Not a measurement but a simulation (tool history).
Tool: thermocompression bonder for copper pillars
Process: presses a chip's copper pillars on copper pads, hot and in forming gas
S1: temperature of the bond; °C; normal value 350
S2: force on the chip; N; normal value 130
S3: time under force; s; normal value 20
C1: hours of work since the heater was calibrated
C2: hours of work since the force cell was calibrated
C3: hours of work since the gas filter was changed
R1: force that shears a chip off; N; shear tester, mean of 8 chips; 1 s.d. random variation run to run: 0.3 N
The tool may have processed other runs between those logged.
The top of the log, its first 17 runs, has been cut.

| run | day | S1 | S2 | S3 | C1 | C2 | C3 | R1 |
|---|---|---|---|---|---|---|---|---|
| 18 | 23.171 | 359 | 130 | 20 | 1415 | 1027 | 301 | 57.1 |
|  | 23.467 | forming gas filter changed |
| 19 | 24.346 | 359 | 130 | 20 | 1430 | 1042 | 12 | 57.6 |
| 20 | 25.283 | 359 | 130 | 20 | 1443 | 1055 | 24 | 57.6 |
| 21 | 27.238 | 359 | 130 | 20 | 1469 | 1081 | 50 | 56.5 |
| 22 | 28.642 | 342 | 176 | 21 | 1487 | 1099 | 69 | 67 |
| 23 | 29.704 | 342 | 176 | 16 | 1501 | 1114 | 83 | 61.8 |
| 24 | 30.871 | 350 | 130 | 17 | 1517 | 1129 | 98 | 50.7 |
| 25 | 32.154 | 350 | 130 | 16 | 1534 | 1146 | 115 | 49.9 |
| 26 | 33.492 | 339 | 102 | 16 | 1552 | 1164 | 133 | 35.2 |
| 27 | 34.412 | 339 | 102 | 16 | 1564 | 1176 | 145 | 35.1 |
| 28 | 35.467 | 339 | 102 | 16 | 1578 | 1190 | 159 | 35.2 |
| 29 | 36.338 | 379 | 137 | 16 | 1589 | 1202 | 171 | 64 |
| 30 | 37.817 | 379 | 137 | 16 | 1609 | 1221 | 190 | 63.8 |
| 31 | 38.7 | 374 | 182 | 10 | 1621 | 1233 | 202 | 67.9 |
| 32 | 39.771 | 361 | 133 | 30 | 1635 | 1247 | 216 | 67.6 |
| 33 | 41.312 | 361 | 112 | 20 | 1655 | 1268 | 237 | 50.9 |
| 34 | 43.029 | 350 | 146 | 47 | 1678 | 1290 | 260 | 77.4 |
| 35 | 44.733 | 355 | 177 | 23 | 1701 | 1313 | 282 | 76.1 |
| 36 | 45.725 | 355 | 177 | 23 | 1714 | 1326 | 295 | 75.9 |
|  | 46.446 | forming gas filter changed |
| 37 | 46.729 | 355 | 177 | 23 | 1727 | 1339 | 4 | 75.6 |
| 38 | 48.379 | 355 | 177 | 23 | 1749 | 1361 | 26 | 75.7 |

What if the next run were any one of these 3? Each begins from the tool's condition after run 38:
|  | 48.992 | heater calibrated with a thermocouple chip |
| A | 49.917 | 350 | 130 | 18 | 12 | 1380 | 45 | ? |
|  | 48.992 | heater calibrated with a thermocouple chip |
| B | 49.917 | 342 | 130 | 28 | 12 | 1380 | 45 | ? |
|  | 48.992 | heater calibrated with a thermocouple chip |
| C | 49.917 | 354 | 95 | 25 | 12 | 1380 | 45 | ? |

| run | R1 |
|---|---|
| A | 51.7 |
| B | 57.1 |
| C | 44.5 |
Take away the tool's hidden state, keep each run's random variation, and the runs would have read:
| run | R1 |
|---|---|
| A | 50.6 |
| B | 55.8 |
| C | 43.5 |
